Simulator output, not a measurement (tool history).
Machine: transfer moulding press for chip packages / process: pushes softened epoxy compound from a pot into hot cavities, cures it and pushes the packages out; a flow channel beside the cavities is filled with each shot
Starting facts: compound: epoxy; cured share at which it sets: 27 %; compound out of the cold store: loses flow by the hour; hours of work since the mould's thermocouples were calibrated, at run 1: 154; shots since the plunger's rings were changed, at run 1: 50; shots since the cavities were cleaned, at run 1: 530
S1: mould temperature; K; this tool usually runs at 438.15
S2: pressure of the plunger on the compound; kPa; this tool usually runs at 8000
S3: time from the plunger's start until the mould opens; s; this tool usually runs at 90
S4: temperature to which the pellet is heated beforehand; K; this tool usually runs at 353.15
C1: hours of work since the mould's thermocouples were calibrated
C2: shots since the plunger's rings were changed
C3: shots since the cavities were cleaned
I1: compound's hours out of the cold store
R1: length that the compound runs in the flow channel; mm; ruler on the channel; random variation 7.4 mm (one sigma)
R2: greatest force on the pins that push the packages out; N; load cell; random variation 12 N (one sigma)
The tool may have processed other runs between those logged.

run,hour,S1,S2,S3,S4,C1,C2,C3,I1,R1,R2
1,0.0,438.15,8000,90,353.15,154,50,530,17.1,914,591
2,6.6,438.15,8000,90,353.15,159,139,619,24.7,884,593
3,22.1,438.15,8000,90,353.15,170,346,826,15.9,903,564
4,31.7,438.15,8000,90,353.15,177,475,955,12.7,919,578
# hour 34.0: cavities cleaned with cleaning compound and waxed
5,47.2,438.15,8000,90,353.15,187,663,177,30.5,874,580
6,58.3,438.15,8000,90,350.15,194,812,326,19.6,902,576
7,71.1,438.15,8000,93,350.15,204,982,496,24.0,880,558
8,83.8,438.15,8000,93,350.15,213,1153,667,30.1,867,547
9,90.4,438.15,8000,93,350.15,217,1242,756,34.6,853,549
10,102.0,435.15,8000,90,353.15,225,1397,911,31.0,880,705
# hour 107.7: cavities cleaned with cleaning compound and waxed
11,113.4,435.15,8000,90,353.15,233,1529,76,29.0,876,696
12,123.9,438.15,8000,90,353.15,240,1670,217,25.9,892,571
13,135.9,438.15,8000,90,353.15,249,1831,378,30.3,870,572
14,148.0,438.15,8000,90,353.15,257,1993,540,17.7,905,589
15,154.8,438.15,8000,90,349.15,262,2084,631,43.6,846,555
16,169.8,438.15,8000,90,349.15,273,2285,832,24.2,885,594
17,177.8,433.15,8000,90,346.15,278,2393,940,15.8,928,851
# hour 181.7: cavities cleaned with cleaning compound and waxed
18,189.6,434.15,8000,90,346.15,286,2530,106,40.8,858,748
19,202.2,434.15,8000,90,346.15,294,2699,275,34.6,880,739
20,216.9,438.15,8840,102,353.15,305,2896,472,41.6,891,464
21,229.7,438.15,8840,102,353.15,314,3067,643,19.6,936,505
22,237.5,438.15,8840,102,353.15,320,3173,749,45.9,874,457
23,250.8,438.15,8840,102,353.15,329,3350,926,37.0,901,487
# hour 255.2: cavities cleaned with cleaning compound and waxed
24,264.9,437.15,7870,88,351.15,338,3519,130,12.5,927,648
25,277.8,444.15,6750,103,359.15,347,3692,303,14.3,833,441
26,291.3,445.15,6750,110,358.15,357,3873,484,38.5,756,437
27,304.1,437.15,6750,110,351.15,366,4045,656,40.8,773,460
28,313.6,437.15,6750,110,351.15,372,4171,782,41.4,777,489
# hour 329.0: cavities cleaned with cleaning compound and waxed
29,330.8,437.15,6750,110,351.15,384,4382,24,9.6,845,470

For some of the steps in R2 from one run to the next: how much would appear even if the tool had no hidden state, given the settings, what came in and random variation, and how much remains for the hidden state plus any gauge scatter that the measured result and the result without hidden state don't share?
The hidden state here: true mould temperature over the reading, C; pressure that reaches the compound, % of what is set; grip of the stained cavities, % over clean ones'; drift of the gauge itself on flow_mm, %; drift of the gauge itself on push_out_n, %.
Run 10 -> 11: cavities cleaned with cleaning compound and waxed. R2 -9 N: hidden state -8, all else -1.
Run 16 -> 17: S1 438.15 -> 433.15, S4 349.15 -> 346.15. R2 +257 N: hidden state +5, all else +252.
Run 17 -> 18: S1 433.15 -> 434.15, cavities cleaned with cleaning compound and waxed. R2 -103 N: hidden state -11, all else -92.
Run 19 -> 20: S1 434.15 -> 438.15, S2 8000 -> 8840, S3 90 -> 102, S4 346.15 -> 353.15. R2 -275 N: hidden state -1, all else -274.
